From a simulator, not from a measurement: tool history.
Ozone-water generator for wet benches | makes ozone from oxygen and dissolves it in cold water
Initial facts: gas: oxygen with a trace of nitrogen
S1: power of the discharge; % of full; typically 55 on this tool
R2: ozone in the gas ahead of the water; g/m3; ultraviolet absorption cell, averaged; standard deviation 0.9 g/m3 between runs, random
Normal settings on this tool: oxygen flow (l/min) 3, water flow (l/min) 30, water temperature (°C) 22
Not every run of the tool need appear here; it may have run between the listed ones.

run 1 hour=0 | S1=55 oxygen_flow_(l/min)=3 water_flow_(l/min)=30 water_temperature_(°C)=22 | dissolved_ozone_(ppm)=8.2 R2=141.6
run 2 hour=75 | S1=55 oxygen_flow_(l/min)=3 water_flow_(l/min)=30 water_temperature_(°C)=22 | dissolved_ozone_(ppm)=8.4 R2=142
run 3 hour=115.4 | S1=55 oxygen_flow_(l/min)=3 water_flow_(l/min)=30 water_temperature_(°C)=22 | dissolved_ozone_(ppm)=8.3 R2=141
run 4 hour=171.3 | S1=55 oxygen_flow_(l/min)=3 water_flow_(l/min)=30 water_temperature_(°C)=22 | dissolved_ozone_(ppm)=8.6 R2=140.8
run 5 hour=204.1 | S1=55 oxygen_flow_(l/min)=3 water_flow_(l/min)=30 water_temperature_(°C)=22 | dissolved_ozone_(ppm)=8.4 R2=141.8
run 6 hour=256.3 | S1=55 oxygen_flow_(l/min)=3 water_flow_(l/min)=29 water_temperature_(°C)=22 | dissolved_ozone_(ppm)=8.8 R2=139.7
run 7 hour=331.7 | S1=55 oxygen_flow_(l/min)=3 water_flow_(l/min)=30 water_temperature_(°C)=22 | dissolved_ozone_(ppm)=8.3 R2=140.5
run 8 hour=364.7 | S1=80 oxygen_flow_(l/min)=3 water_flow_(l/min)=30 water_temperature_(°C)=22 | dissolved_ozone_(ppm)=10.7 R2=177.8
run 9 hour=433.3 | S1=80 oxygen_flow_(l/min)=3 water_flow_(l/min)=30 water_temperature_(°C)=22 | dissolved_ozone_(ppm)=10.4 R2=177.5
run 10 hour=485.3 | S1=80 oxygen_flow_(l/min)=3 water_flow_(l/min)=30 water_temperature_(°C)=22 | dissolved_ozone_(ppm)=10.7 R2=176.6
run 11 hour=528.1 | S1=55 oxygen_flow_(l/min)=3.38 water_flow_(l/min)=30 water_temperature_(°C)=22 | dissolved_ozone_(ppm)=8.5 R2=132.6
run 12 hour=600.6 | S1=55 oxygen_flow_(l/min)=3.38 water_flow_(l/min)=30 water_temperature_(°C)=22 | dissolved_ozone_(ppm)=8.6 R2=132.6
run 13 hour=672.4 | S1=44 oxygen_flow_(l/min)=3 water_flow_(l/min)=30 water_temperature_(°C)=22 | dissolved_ozone_(ppm)=7.3 R2=122.3
run 14 hour=716.7 | S1=44 oxygen_flow_(l/min)=3 water_flow_(l/min)=30 water_temperature_(°C)=22 | dissolved_ozone_(ppm)=7.2 R2=122.2
run 15 hour=755.8 | S1=44 oxygen_flow_(l/min)=3 water_flow_(l/min)=30 water_temperature_(°C)=22 | dissolved_ozone_(ppm)=7.4 R2=121.7
run 16 hour=810.9 | S1=55 oxygen_flow_(l/min)=3 water_flow_(l/min)=30 water_temperature_(°C)=22 | dissolved_ozone_(ppm)=8.4 R2=138.8
run 17 hour=858.6 | S1=55 oxygen_flow_(l/min)=3 water_flow_(l/min)=21 water_temperature_(°C)=22 | dissolved_ozone_(ppm)=11.1 R2=139.4
run 18 hour=928.8 | S1=66 oxygen_flow_(l/min)=4.2 water_flow_(l/min)=30 water_temperature_(°C)=24 | dissolved_ozone_(ppm)=9.5 R2=133
run 19 hour=989.4 | S1=49 oxygen_flow_(l/min)=1.72 water_flow_(l/min)=39 water_temperature_(°C)=18 | dissolved_ozone_(ppm)=5.1 R2=167.3
run 20 hour=1027.3 | S1=49 oxygen_flow_(l/min)=1.72 water_flow_(l/min)=47 water_temperature_(°C)=19 | dissolved_ozone_(ppm)=4.3 R2=170.7
run 21 hour=1070.1 | S1=55 oxygen_flow_(l/min)=2.67 water_flow_(l/min)=36 water_temperature_(°C)=22 | dissolved_ozone_(ppm)=6.9 R2=146.6
run 22 hour=1105.8 | S1=55 oxygen_flow_(l/min)=2.67 water_flow_(l/min)=36 water_temperature_(°C)=22 | dissolved_ozone_(ppm)=6.7 R2=145.7
run 23 hour=1140.3 | S1=55 oxygen_flow_(l/min)=4.92 water_flow_(l/min)=30 water_temperature_(°C)=22 | dissolved_ozone_(ppm)=9.2 R2=107.5
run 24 hour=1171.6 | S1=55 oxygen_flow_(l/min)=4.96 water_flow_(l/min)=44 water_temperature_(°C)=22 | dissolved_ozone_(ppm)=6.5 R2=107.4
run 25 hour=1218 | S1=47 oxygen_flow_(l/min)=4.23 water_flow_(l/min)=42 water_temperature_(°C)=15 | dissolved_ozone_(ppm)=6.4 R2=107.1
run 26 hour=1261 | S1=43 oxygen_flow_(l/min)=1.77 water_flow_(l/min)=37 water_temperature_(°C)=22 | dissolved_ozone_(ppm)=5 R2=152.1
run 27 hour=1293.4 | S1=55 oxygen_flow_(l/min)=2.34 water_flow_(l/min)=33 water_temperature_(°C)=21 | dissolved_ozone_(ppm)=6.9 R2=154.1
run 28 hour=1348.9 | S1=55 oxygen_flow_(l/min)=1.91 water_flow_(l/min)=30 water_temperature_(°C)=15 | dissolved_ozone_(ppm)=7.4 R2=171.9
run 29 hour=1403.3 | S1=40 oxygen_flow_(l/min)=2.7 water_flow_(l/min)=30 water_temperature_(°C)=23 | dissolved_ozone_(ppm)=6.5 R2=119.4
-- hour=1417.5 water thermometer calibrated
run 30 hour=1480.3 | S1=55 oxygen_flow_(l/min)=3 water_flow_(l/min)=27 water_temperature_(°C)=22 | dissolved_ozone_(ppm)=8.9 R2=135.6
run 31 hour=1530.1 | S1=55 oxygen_flow_(l/min)=1.51 water_flow_(l/min)=34 water_temperature_(°C)=22 | dissolved_ozone_(ppm)=5.8 R2=189.2
run 32 hour=1588.9 | S1=55 oxygen_flow_(l/min)=1.51 water_flow_(l/min)=34 water_temperature_(°C)=22 | dissolved_ozone_(ppm)=5.7 R2=190

A few steps of dissolved ozone (ppm) between consecutive runs. Split each: what settings, incoming material and random variation would produce without the hidden state, and what is left over for the hidden state, along with gauge scatter present in only one of the two compared results (measured, and without hidden state):
The tool's hidden condition here consists of: yield of the discharge, % of new electrodes'; contactor's efficiency, % of a clean one's; true water temperature over the reading, C; drift of the gauge itself on ozone_ppm, %; drift of the gauge itself on gas_g_m3, %.
Run 7 -> 8: S1 55 -> 80. dissolved ozone (ppm) +2.4: hidden state -0.4, all else +2.8.
Run 10 -> 11: S1 80 -> 55, oxygen flow (l/min) 3 -> 3.38. dissolved ozone (ppm) -2.2: hidden state +0.3, all else -2.5.
Run 16 -> 17: water flow (l/min) 30 -> 21. dissolved ozone (ppm) +2.7: hidden state -0.3, all else +3.
Run 18 -> 19: S1 66 -> 49, oxygen flow (l/min) 4.2 -> 1.72, water flow (l/min) 30 -> 39, water temperature (°C) 24 -> 18. dissolved ozone (ppm) -4.4: hidden state +0.5, all else -4.9.
Run 30 -> 31: oxygen flow (l/min) 3 -> 1.51, water flow (l/min) 27 -> 34. dissolved ozone (ppm) -3.1: hidden state +0.2, all else -3.3.

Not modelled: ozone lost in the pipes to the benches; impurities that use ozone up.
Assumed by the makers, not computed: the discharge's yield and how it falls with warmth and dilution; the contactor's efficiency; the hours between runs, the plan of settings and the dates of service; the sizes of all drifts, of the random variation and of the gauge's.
